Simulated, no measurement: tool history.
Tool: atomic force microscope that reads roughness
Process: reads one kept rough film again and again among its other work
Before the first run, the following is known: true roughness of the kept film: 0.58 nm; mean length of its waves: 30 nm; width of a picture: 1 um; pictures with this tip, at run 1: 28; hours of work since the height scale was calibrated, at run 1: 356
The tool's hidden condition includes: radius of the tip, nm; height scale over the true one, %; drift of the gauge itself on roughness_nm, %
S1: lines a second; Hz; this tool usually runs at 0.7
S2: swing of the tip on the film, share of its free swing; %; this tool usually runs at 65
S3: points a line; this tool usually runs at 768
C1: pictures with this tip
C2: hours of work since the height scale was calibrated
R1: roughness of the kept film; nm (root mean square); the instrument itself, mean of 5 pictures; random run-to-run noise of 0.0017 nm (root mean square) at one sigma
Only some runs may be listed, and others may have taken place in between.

run,hour,S1,S2,S3,C1,C2,R1
1,0,0.7,65,768,28,356,0.558
2,45.7,0.7,86,768,105,380,0.527
3,84.4,0.7,86,768,170,401,0.527
4,112.7,0.7,86,768,217,416,0.525
5,145.7,0.7,65,325,273,433,0.553
# hour 177.3: new tip fitted
6,199.8,1.252,65,325,38,462,0.539
7,238.2,1.252,63,325,102,482,0.544
8,284.8,1.252,63,325,181,507,0.544
9,322,1.252,63,325,243,527,0.542
10,359.3,0.7,65,395,306,547,0.552
# hour 372.7: new tip fitted
11,389,0.7,65,258,27,562,0.549
12,442.2,0.7,81,768,116,590,0.538
13,490.4,0.7,81,768,197,616,0.535
14,525,0.7,81,768,256,634,0.535
15,551.2,0.7,81,768,300,648,0.535
# hour 565.7: new tip fitted
16,595.9,0.7,65,768,51,672,0.558
17,650.6,0.7,65,768,143,701,0.557
18,677.3,0.7,65,768,188,715,0.555
19,707.4,0.7,65,768,238,731,0.555
20,730.8,0.7,65,768,278,743,0.558
# hour 758.6: new tip fitted
21,786.7,1.771,65,768,47,773,0.536
22,843,1.771,65,768,141,803,0.538
23,877.4,1.771,65,768,199,821,0.534
24,935.7,1.313,70,768,297,852,0.534
# hour 953.9: new tip fitted
25,966.3,1.313,70,768,21,868,0.538
26,1020.6,1.313,70,768,112,897,0.536
27,1058.7,1.268,81,329,176,917,0.509
28,1082.5,1.268,81,329,216,930,0.508
29,1133.4,3.525,61,411,302,957,0.514
# hour 1148.1: new tip fitted
30,1165.5,1.283,81,686,29,973,0.51
31,1213.7,1.697,63,716,110,999,0.539
32,1259.2,1.697,60,422,186,1023,0.544
33,1285.2,0.7,65,265,230,1037,0.547
34,1314.9,1.976,58,265,280,1053,0.537
# hour 1343.3: new tip fitted
35,1346.4,1.976,58,265,5,1069,0.538
36,1379.7,3.086,89,773,61,1087,0.404
37,1405.8,3.086,89,773,105,1101,0.405
38,1433.6,1.083,67,768,152,1115,0.543
39,1477.3,1.083,67,768,225,1139,0.544
40,1533,0.7,57,309,319,1168,0.558

Below are 3 alternative next runs, each starting from the tool's condition after run 40. Predict each:
# hour 1536.1: new tip fitted
A,1575.2,0.7,63,309,66,1190,?
# hour 1536.1: new tip fitted
B,1575.2,0.7,56,309,66,1190,?
# hour 1536.1: new tip fitted
C,1575.2,2.778,60,544,66,1190,?

run,R1
A,0.554
B,0.557
C,0.53
Without the tool's unlogged condition, the same runs would have read:
run,R1
A,0.554
B,0.557
C,0.53
